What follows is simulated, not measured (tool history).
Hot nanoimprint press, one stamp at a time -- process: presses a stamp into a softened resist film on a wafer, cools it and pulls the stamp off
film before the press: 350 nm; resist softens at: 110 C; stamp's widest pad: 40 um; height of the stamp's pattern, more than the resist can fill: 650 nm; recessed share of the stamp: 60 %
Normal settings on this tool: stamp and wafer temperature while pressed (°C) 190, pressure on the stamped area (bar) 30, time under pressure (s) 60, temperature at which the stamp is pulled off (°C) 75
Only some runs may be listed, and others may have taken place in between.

| run | hour | stamp and wafer temperature while pressed (°C) | pressure on the stamped area (bar) | time under pressure (s) | temperature at which the stamp is pulled off (°C) | resist left under the stamp's widest pad (nm) | greatest force while the stamp is pulled off (N) |
|---|---|---|---|---|---|---|---|
| 1 | 0 | 190 | 30 | 60 | 75 | 164.6 | 266 |
| 2 | 22.2 | 190 | 30 | 60 | 75 | 163.5 | 272 |
| 3 | 49.8 | 190 | 30 | 66 | 75 | 155.8 | 181 |
| 4 | 63.9 | 190 | 30 | 66 | 75 | 157.3 | 189 |
| 5 | 79.9 | 190 | 31.7 | 60 | 75 | 159.1 | 189 |
| 6 | 96.1 | 190 | 31.7 | 60 | 75 | 158.4 | 188 |
| 7 | 106.3 | 190 | 31.7 | 60 | 75 | 158.5 | 194 |
| 8 | 124 | 200 | 30 | 60 | 75 | 111.8 | 197 |
| 9 | 147.5 | 190 | 30 | 60 | 75 | 154.4 | 203 |
| 10 | 167.8 | 190 | 30 | 60 | 75 | 154.5 | 208 |
| 11 | 181 | 190 | 32.5 | 60 | 75 | 149.1 | 206 |
| 12 | 198.7 | 190 | 32.5 | 60 | 75 | 149.2 | 206 |
| 13 | 218.4 | 190 | 32.5 | 60 | 75 | 148.3 | 217 |
| 14 | 232.1 | 184 | 30 | 60 | 75 | 192.5 | 215 |
| 15 | 241.6 | 184 | 30 | 60 | 75 | 193 | 227 |
| 16 | 262.8 | 201 | 24 | 82 | 63 | 112.9 | 288 |
| 17 | 278.9 | 201 | 24 | 82 | 63 | 113.7 | 296 |
| 18 | 288.7 | 190 | 30 | 37 | 77 | 203.3 | 240 |
| 19 | 298.9 | 190 | 30 | 37 | 77 | 203.2 | 249 |
| 20 | 321.4 | 193 | 21.8 | 71 | 66 | 166.5 | 304 |
| 21 | 340.9 | 190 | 23 | 31 | 76 | 233.2 | 249 |
| 22 | 351.4 | 195 | 38 | 47 | 76 | 138.9 | 251 |
| 23 | 363.6 | 190 | 38 | 47 | 64 | 169.5 | 327 |
| 24 | 379.1 | 190 | 38 | 47 | 64 | 170.6 | 326 |
| 25 | 391.8 | 186 | 38 | 58 | 64 | 184.6 | 339 |
| 26 | 404.5 | 182 | 22.7 | 32 | 81 | 281.6 | 237 |
| 27 | 418.5 | 184 | 26.1 | 102 | 75 | 189.1 | 288 |
| 28 | 441.1 | 189 | 21.6 | 59 | 80 | 203 | 174 |
| 29 | 455.9 | 190 | 30 | 85 | 75 | 151.6 | 188 |

Removed from this log: 4 entries logged between the listed runs. Between which two listed runs does each belong, and how does the tool's hidden state at the listed run before it compare with that at the listed run after it?
After run 2, before run 3: stamp cleaned and given a new release coat (hour 49.8)
  true temperature over the reading, C: 1.56 -> 1.62; pressure that arrives at the usual setting, %: 95.12 -> 95.01; grip of the stamp's worn release coat, % over a new coat's: 47.8 -> 0
  difference, measured minus the result without the unlogged condition, resist left under the stamp's widest pad (nm): -6 -> -6; greatest force while the stamp is pulled off (N): +82 -> -6
After run 8, before run 9: plate thermocouple calibrated (hour 142.5)
  true temperature over the reading, C: 1.81 -> 3.06; pressure that arrives at the usual setting, %: 94.59 -> 94.48; grip of the stamp's worn release coat, % over a new coat's: 9.5 -> 12.2
  difference, measured minus the result without the unlogged condition, resist left under the stamp's widest pad (nm): -4.3 -> -14.4; greatest force while the stamp is pulled off (N): +11 -> +10
After run 15, before run 16: plate thermocouple calibrated, once more (hour 257.5)
  true temperature over the reading, C: 3.31 -> 0.12; pressure that arrives at the usual setting, %: 93.95 -> 93.85; grip of the stamp's worn release coat, % over a new coat's: 24.8 -> 27.3
  difference, measured minus the result without the unlogged condition, resist left under the stamp's widest pad (nm): -18.6 -> +2.4; greatest force while the stamp is pulled off (N): +33 -> +62
After run 27, before run 28: stamp cleaned and given a new release coat (hour 435)
  true temperature over the reading, C: 0.54 -> 0.58; pressure that arrives at the usual setting, %: 92.99 -> 92.89; grip of the stamp's worn release coat, % over a new coat's: 49.5 -> 0.8
  difference, measured minus the result without the unlogged condition, resist left under the stamp's widest pad (nm): +1.2 -> +0.3; greatest force while the stamp is pulled off (N): +92 -> -1

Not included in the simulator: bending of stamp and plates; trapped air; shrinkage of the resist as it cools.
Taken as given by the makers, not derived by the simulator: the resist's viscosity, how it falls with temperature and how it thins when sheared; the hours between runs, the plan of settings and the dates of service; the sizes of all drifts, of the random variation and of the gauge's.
